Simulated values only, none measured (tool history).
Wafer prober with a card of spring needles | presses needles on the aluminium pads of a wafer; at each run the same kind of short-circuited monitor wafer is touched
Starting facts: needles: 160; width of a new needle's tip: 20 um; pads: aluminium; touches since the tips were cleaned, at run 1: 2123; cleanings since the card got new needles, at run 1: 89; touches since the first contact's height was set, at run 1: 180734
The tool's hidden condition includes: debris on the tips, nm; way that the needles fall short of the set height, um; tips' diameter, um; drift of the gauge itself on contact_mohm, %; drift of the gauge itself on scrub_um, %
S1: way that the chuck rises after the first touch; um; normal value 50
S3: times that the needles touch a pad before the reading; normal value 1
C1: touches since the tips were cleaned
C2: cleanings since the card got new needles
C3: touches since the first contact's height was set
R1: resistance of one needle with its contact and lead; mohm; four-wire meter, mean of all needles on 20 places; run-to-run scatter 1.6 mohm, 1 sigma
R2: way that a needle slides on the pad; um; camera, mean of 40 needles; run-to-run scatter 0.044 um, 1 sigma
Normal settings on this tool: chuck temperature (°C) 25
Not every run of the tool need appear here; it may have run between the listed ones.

run 1 day=0.000 | S1=50 chuck_temperature_(°C)=25 S3=1 | C1=2123 C2=89 C3=180734 | R1=161 R2=8.56
-- day=0.500 tips cleaned on abrasive film
-- day=1.712 tips cleaned on abrasive film
-- day=2.783 tips cleaned on abrasive film
run 2 day=3.521 | S1=50 chuck_temperature_(°C)=89 S3=1 | C1=2915 C2=92 C3=194644 | R1=178 R2=8.70
-- day=3.954 tips cleaned on abrasive film
-- day=4.954 tips cleaned on abrasive film
-- day=6.133 tips cleaned on abrasive film
run 3 day=6.471 | S1=50 chuck_temperature_(°C)=41 S3=1 | C1=1330 C2=95 C3=206298 | R1=168 R2=8.61
-- day=7.350 tips cleaned on abrasive film
-- day=8.546 tips cleaned on abrasive film
-- day=9.654 tips cleaned on abrasive film
run 4 day=10.258 | S1=50 chuck_temperature_(°C)=86 S3=1 | C1=2402 C2=98 C3=221275 | R1=176 R2=8.70
-- day=10.762 tips cleaned on abrasive film
-- day=11.983 tips cleaned on abrasive film
run 5 day=12.704 | S1=50 chuck_temperature_(°C)=25 S3=1 | C1=2865 C2=100 C3=230940 | R1=165 R2=8.62
-- day=13.158 tips cleaned on abrasive film
-- day=14.296 tips cleaned on abrasive film
-- day=15.483 tips cleaned on abrasive film
run 6 day=15.575 | S1=50 chuck_temperature_(°C)=25 S3=1 | C1=355 C2=103 C3=242270 | R1=161 R2=8.65
-- day=16.571 tips cleaned on abrasive film
-- day=16.833 height of the first contact set anew
-- day=17.583 tips cleaned on abrasive film
-- day=18.725 tips cleaned on abrasive film
run 7 day=18.933 | S1=50 chuck_temperature_(°C)=25 S3=1 | C1=820 C2=106 C3=8286 | R1=164 R2=8.61
-- day=19.867 tips cleaned on abrasive film
-- day=20.983 tips cleaned on abrasive film
run 8 day=20.983 | S1=50 chuck_temperature_(°C)=25 S3=1 | C1=0 C2=108 C3=16390 | R1=163 R2=8.72
-- day=22.162 tips cleaned on abrasive film
-- day=23.179 tips cleaned on abrasive film
run 9 day=23.179 | S1=50 chuck_temperature_(°C)=25 S3=1 | C1=0 C2=110 C3=25068 | R1=163 R2=8.63
-- day=24.179 tips cleaned on abrasive film
-- day=25.217 tips cleaned on abrasive film
run 10 day=25.217 | S1=65 chuck_temperature_(°C)=25 S3=1 | C1=0 C2=112 C3=33121 | R1=157 R2=11.32
-- day=26.462 tips cleaned on abrasive film
run 11 day=27.083 | S1=50 chuck_temperature_(°C)=25 S3=1 | C1=2464 C2=113 C3=40503 | R1=159 R2=8.75
-- day=27.554 tips cleaned on abrasive film
-- day=28.612 tips cleaned on abrasive film
-- day=29.783 tips cleaned on abrasive film
-- day=30.896 tips cleaned on abrasive film
run 12 day=31.021 | S1=50 chuck_temperature_(°C)=25 S3=1 | C1=493 C2=117 C3=56056 | R1=163 R2=8.64
-- day=32.000 tips cleaned on abrasive film
-- day=33.238 tips cleaned on abrasive film
run 13 day=33.808 | S1=50 chuck_temperature_(°C)=25 S3=1 | C1=2269 C2=119 C3=67083 | R1=165 R2=8.75
-- day=34.312 tips cleaned on abrasive film
-- day=35.312 tips cleaned on abrasive film
run 14 day=35.892 | S1=50 chuck_temperature_(°C)=30 S3=1 | C1=2307 C2=121 C3=75313 | R1=165 R2=8.70
-- day=36.517 tips cleaned on abrasive film
-- day=37.767 tips cleaned on abrasive film
-- day=38.933 tips cleaned on abrasive film
run 15 day=38.933 | S1=50 chuck_temperature_(°C)=30 S3=1 | C1=0 C2=124 C3=87319 | R1=165 R2=8.74
-- day=40.079 tips cleaned on abrasive film
-- day=41.329 tips cleaned on abrasive film
run 16 day=41.762 | S1=50 chuck_temperature_(°C)=50 S3=2 | C1=1716 C2=126 C3=98506 | R1=170 R2=8.80
-- day=42.454 tips cleaned on abrasive film
-- day=43.612 tips cleaned on abrasive film
run 17 day=43.742 | S1=54 chuck_temperature_(°C)=104 S3=2 | C1=525 C2=128 C3=106331 | R1=180 R2=9.36
-- day=44.742 tips cleaned on abrasive film
-- day=45.867 tips cleaned on abrasive film
run 18 day=46.138 | S1=39 chuck_temperature_(°C)=36 S3=2 | C1=1082 C2=130 C3=115796 | R1=175 R2=6.81
-- day=46.883 tips cleaned on abrasive film
-- day=47.883 tips cleaned on abrasive film
-- day=49.067 tips cleaned on abrasive film
run 19 day=49.092 | S1=39 chuck_temperature_(°C)=36 S3=2 | C1=95 C2=133 C3=127465 | R1=171 R2=6.81
-- day=50.288 tips cleaned on abrasive film
run 20 day=51.229 | S1=37 chuck_temperature_(°C)=103 S3=1 | C1=3724 C2=134 C3=135921 | R1=187 R2=6.44
-- day=51.483 tips cleaned on abrasive film
-- day=52.700 tips cleaned on abrasive film
run 21 day=53.579 | S1=50 chuck_temperature_(°C)=59 S3=3 | C1=3483 C2=136 C3=145208 | R1=174 R2=8.77
-- day=53.829 tips cleaned on abrasive film
-- day=54.983 tips cleaned on abrasive film
-- day=56.108 tips cleaned on abrasive film
run 22 day=56.204 | S1=43 chuck_temperature_(°C)=52 S3=1 | C1=379 C2=139 C3=155571 | R1=173 R2=7.52
-- day=57.283 tips cleaned on abrasive film
-- day=58.454 tips cleaned on abrasive film
-- day=59.621 tips cleaned on abrasive film
run 23 day=59.967 | S1=50 chuck_temperature_(°C)=44 S3=1 | C1=1368 C2=142 C3=170439 | R1=168 R2=8.73
-- day=60.625 tips cleaned on abrasive film
-- day=61.762 tips cleaned on abrasive film
run 24 day=62.567 | S1=58 chuck_temperature_(°C)=25 S3=3 | C1=3191 C2=144 C3=180724 | R1=158 R2=10.11
-- day=62.779 tips cleaned on abrasive film
-- day=63.929 tips cleaned on abrasive film
run 25 day=64.529 | S1=49 chuck_temperature_(°C)=94 S3=2 | C1=2375 C2=146 C3=188470 | R1=181 R2=8.52
-- day=65.162 tips cleaned on abrasive film
-- day=66.342 tips cleaned on abrasive film
run 26 day=66.717 | S1=69 chuck_temperature_(°C)=56 S3=1 | C1=1499 C2=148 C3=197128 | R1=163 R2=12.12
-- day=67.421 tips cleaned on abrasive film
-- day=68.612 tips cleaned on abrasive film
run 27 day=69.383 | S1=69 chuck_temperature_(°C)=56 S3=1 | C1=3057 C2=150 C3=207662 | R1=164 R2=12.02
-- day=69.617 tips cleaned on abrasive film
-- day=70.800 tips cleaned on abrasive film
run 28 day=71.700 | S1=69 chuck_temperature_(°C)=56 S3=1 | C1=3568 C2=152 C3=216818 | R1=164 R2=12.11
-- day=71.954 tips cleaned on abrasive film
-- day=73.121 tips cleaned on abrasive film
run 29 day=73.842 | S1=38 chuck_temperature_(°C)=56 S3=2 | C1=2855 C2=154 C3=225274 | R1=177 R2=6.62
-- day=74.342 tips cleaned on abrasive film
-- day=75.592 tips cleaned on abrasive film
run 30 day=76.396 | S1=67 chuck_temperature_(°C)=25 S3=2 | C1=3202 C2=156 C3=235385 | R1=158 R2=11.78

3 options for the next run, each taken on its own from the tool as it stands now. Forecast them:
-- day=76.650 tips cleaned on abrasive film
-- day=77.788 tips cleaned on abrasive film
-- day=78.912 tips cleaned on abrasive film
-- day=79.421 height of the first contact set anew
-- day=80.046 tips cleaned on abrasive film
run A day=80.046 | S1=37 chuck_temperature_(°C)=52 S3=3 | C1=0 C2=160 C3=2466 | R1=? R2=?
-- day=76.650 tips cleaned on abrasive film
-- day=77.788 tips cleaned on abrasive film
-- day=78.912 tips cleaned on abrasive film
-- day=79.421 height of the first contact set anew
-- day=80.046 tips cleaned on abrasive film
run B day=80.046 | S1=30 chuck_temperature_(°C)=61 S3=2 | C1=0 C2=160 C3=2466 | R1=? R2=?
-- day=76.650 tips cleaned on abrasive film
-- day=77.788 tips cleaned on abrasive film
-- day=78.912 tips cleaned on abrasive film
-- day=79.421 height of the first contact set anew
-- day=80.046 tips cleaned on abrasive film
run C day=80.046 | S1=33 chuck_temperature_(°C)=26 S3=1 | C1=0 C2=160 C3=2466 | R1=? R2=?

run=A R1=176 R2=6.44
run=B R1=182 R2=5.24
run=C R1=175 R2=5.84
Had the tool no hidden state, the same runs would have come out as:
run=A R1=176 R2=6.32
run=B R1=182 R2=5.14
run=C R1=175 R2=5.73

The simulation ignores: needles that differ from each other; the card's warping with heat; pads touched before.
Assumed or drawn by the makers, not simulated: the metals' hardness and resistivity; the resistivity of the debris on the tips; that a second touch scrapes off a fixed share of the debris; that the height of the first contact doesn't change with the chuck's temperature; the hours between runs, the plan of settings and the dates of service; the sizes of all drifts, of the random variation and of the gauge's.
